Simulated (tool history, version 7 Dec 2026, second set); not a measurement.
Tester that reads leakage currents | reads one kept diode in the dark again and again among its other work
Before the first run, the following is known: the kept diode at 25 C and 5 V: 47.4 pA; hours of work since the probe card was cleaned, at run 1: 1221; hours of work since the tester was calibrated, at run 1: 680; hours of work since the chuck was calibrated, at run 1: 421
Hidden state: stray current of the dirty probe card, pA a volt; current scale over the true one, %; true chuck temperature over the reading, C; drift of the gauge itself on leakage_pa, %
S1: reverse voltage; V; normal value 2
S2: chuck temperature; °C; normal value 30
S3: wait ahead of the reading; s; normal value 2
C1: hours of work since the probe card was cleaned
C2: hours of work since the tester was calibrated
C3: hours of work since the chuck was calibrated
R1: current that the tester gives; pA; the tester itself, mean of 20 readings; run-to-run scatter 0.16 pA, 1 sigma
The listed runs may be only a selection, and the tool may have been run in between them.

{"run": 1, "hour": 0.0, "S1": 2, "S2": 30, "S3": 2, "C1": 1221, "C2": 680, "C3": 421, "R1": 49.56}
{"run": 2, "hour": 54.8, "S1": 2, "S2": 30, "S3": 2, "C1": 1254, "C2": 713, "C3": 454, "R1": 49.49}
{"run": 3, "hour": 102.3, "S1": 2, "S2": 30, "S3": 2, "C1": 1283, "C2": 741, "C3": 483, "R1": 49.85}
{"run": 4, "hour": 146.3, "S1": 2, "S2": 30, "S3": 2, "C1": 1309, "C2": 768, "C3": 509, "R1": 49.58}
{"run": 5, "hour": 211.0, "S1": 3.19, "S2": 30, "S3": 2, "C1": 1348, "C2": 806, "C3": 548, "R1": 60.2}
{"run": 6, "hour": 284.9, "S1": 3.19, "S2": 30, "S3": 2, "C1": 1392, "C2": 851, "C3": 592, "R1": 60.37}
{"run": 7, "hour": 336.0, "S1": 2.71, "S2": 30, "S3": 2, "C1": 1423, "C2": 881, "C3": 623, "R1": 56.3}
{"run": 8, "hour": 376.5, "S1": 1.47, "S2": 21, "S3": 4.97, "C1": 1447, "C2": 906, "C3": 647, "R1": 20.17}
{"run": 9, "hour": 449.3, "S1": 6.81, "S2": 43, "S3": 0.79, "C1": 1490, "C2": 949, "C3": 691, "R1": 233.12}
{"run": 10, "hour": 523.2, "S1": 6.81, "S2": 43, "S3": 0.79, "C1": 1535, "C2": 993, "C3": 735, "R1": 232.89}
{"run": 11, "hour": 567.5, "S1": 4.16, "S2": 43, "S3": 0.82, "C1": 1561, "C2": 1020, "C3": 761, "R1": 189.21}
{"run": 12, "hour": 611.9, "S1": 9.42, "S2": 30, "S3": 2, "C1": 1588, "C2": 1047, "C3": 788, "R1": 94.81}
{"run": 13, "hour": 666.0, "S1": 4.12, "S2": 30, "S3": 1.76, "C1": 1620, "C2": 1079, "C3": 820, "R1": 66.7}

Alternative continuations, all from the tool just after run 13; predict every row:
{"hour": 727.6, "done": "chuck's temperature calibrated"}
{"run": "A", "hour": 733.3, "S1": 2.78, "S2": 30, "S3": 2, "C1": 1659, "C2": 1118, "C3": 3, "R1": "?"}
{"hour": 727.6, "done": "chuck's temperature calibrated"}
{"run": "B", "hour": 733.3, "S1": 9.08, "S2": 30, "S3": 1.99, "C1": 1659, "C2": 1118, "C3": 3, "R1": "?"}
{"hour": 727.6, "done": "chuck's temperature calibrated"}
{"run": "C", "hour": 733.3, "S1": 2, "S2": 30, "S3": 2.04, "C1": 1659, "C2": 1118, "C3": 3, "R1": "?"}

run=A R1=56.7
run=B R1=92.93
run=C R1=49.62
What these runs would have given with no unlogged condition in the tool:
run=A R1=56.68
run=B R1=92.86
run=C R1=49.6

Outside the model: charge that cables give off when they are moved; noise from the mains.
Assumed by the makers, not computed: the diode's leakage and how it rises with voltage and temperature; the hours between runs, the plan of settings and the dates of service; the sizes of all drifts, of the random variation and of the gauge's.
